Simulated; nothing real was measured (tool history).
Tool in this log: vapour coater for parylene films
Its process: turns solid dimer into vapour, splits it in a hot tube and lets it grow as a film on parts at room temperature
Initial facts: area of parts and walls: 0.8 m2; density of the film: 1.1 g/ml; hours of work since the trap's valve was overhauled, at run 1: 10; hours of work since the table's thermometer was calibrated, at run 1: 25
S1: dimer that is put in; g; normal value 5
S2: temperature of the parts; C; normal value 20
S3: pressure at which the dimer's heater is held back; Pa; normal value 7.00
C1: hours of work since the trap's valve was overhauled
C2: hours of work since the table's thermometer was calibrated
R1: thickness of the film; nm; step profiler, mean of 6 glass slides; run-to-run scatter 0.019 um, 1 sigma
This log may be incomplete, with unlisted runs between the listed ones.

run   hour  S1  S2     S3  C1   C2    R1
  1    0.0   5  20   7.00  10   25  2490
  2    9.9   3  20   7.00  16   31  1460
  3   26.0   5  20  10.54  26   41  2370
  4   38.8   5  14   7.00  34   49  3220
  5   53.8   5  14   7.00  43   58  3230
  6   67.7   5  14   7.00  52   67  3280
      73.0  -- trap's valve overhauled
  7   89.8   5  17   7.00  10   78  2830
  8  107.5   5  17   7.00  21   89  2780
  9  120.7   5  17   7.00  30   97  2780
 10  128.3   3  14   7.00  34  102  1950
 11  142.9   5  30   5.85  43  111  1540
 12  150.8   4  12   3.51  48  116  2980
     156.2  -- trap's valve overhauled, once more
 13  163.8   2  24   3.61   5  121   860
 14  174.2   2  26   3.61  11  128   790

Some steps in R1 between neighbouring runs. How much of each would the tool show without its hidden state too (settings, what came in, random variation), and how much is left for the hidden state, with any gauge scatter that isn't in both results?
The tool's hidden condition here consists of: vapour lost through the trap's worn valve, %; true temperature of the parts over the reading, C; drift of the gauge itself on film_um, %.
Run 12 -> 13: S1 4 -> 2, S2 12 -> 24, S3 3.51 -> 3.61, trap's valve overhauled, once more. R1 -2120 nm: hidden state +110, all else -2230.
